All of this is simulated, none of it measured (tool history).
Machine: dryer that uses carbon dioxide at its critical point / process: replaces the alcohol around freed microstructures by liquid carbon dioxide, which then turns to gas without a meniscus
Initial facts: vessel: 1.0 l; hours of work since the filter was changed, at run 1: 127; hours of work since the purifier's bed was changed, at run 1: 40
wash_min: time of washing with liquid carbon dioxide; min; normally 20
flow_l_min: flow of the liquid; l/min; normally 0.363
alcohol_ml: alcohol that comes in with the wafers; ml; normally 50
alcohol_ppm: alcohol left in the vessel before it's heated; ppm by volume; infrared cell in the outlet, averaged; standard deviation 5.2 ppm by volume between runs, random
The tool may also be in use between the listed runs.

run,hour,wash_min,flow_l_min,alcohol_ml,hours of work since the filter was changed,hours of work since the purifier's bed was changed,alcohol_ppm
1,0.0,20,0.363,50,127,40,120
2,9.8,20,0.363,50,132,45,105
3,19.2,20,0.363,50,138,51,115
4,34.5,20,0.363,50,147,60,117
5,50.1,20,0.363,50,157,70,115
6,60.6,20,0.363,50,163,76,124
7,74.1,20,0.363,50,171,84,124
8,84.7,20,0.363,71,177,90,178
9,101.7,20,0.363,71,187,100,176
10,111.7,20,0.363,71,193,106,179
11,125.9,20,0.363,71,202,115,179
12,142.1,20,0.363,50,212,125,127
13,151.4,24,0.363,50,217,130,43
14,164.4,24,0.363,50,225,138,47
15,172.7,20,0.363,102,230,143,266
16,189.5,20,0.363,102,240,153,266
17,201.9,20,0.313,31,247,160,180
18,214.8,20,0.313,31,255,168,190
19,231.7,20,0.313,31,265,178,196
20,246.6,17,0.312,50,274,187,654
21,261.8,19,0.451,50,283,196,57
22,270.2,20,0.292,50,288,201,434
23,277.5,14,0.319,21,293,206,577
24,288.6,20,0.283,28,299,212,304
25,299.4,29,0.426,120,306,219,22
26,313.4,29,0.426,120,314,227,18
27,320.8,29,0.426,120,318,231,15
28,328.2,29,0.426,120,323,236,31
29,345.6,13,0.363,119,333,246,2718
30,361.0,20,0.363,64,342,255,202
31,368.3,20,0.582,22,347,260,26

Below are 3 alternative next runs, each starting from the tool's condition after run 31. Predict each:
A,382.9,20,0.363,36,356,269,?
B,382.9,23,0.290,33,356,269,?
C,382.9,22,0.582,41,356,269,?

run,alcohol_ppm
A,128
B,182
C,19
What these runs would have given with no unlogged condition in the tool:
run,alcohol_ppm
A,67
B,100
C,8
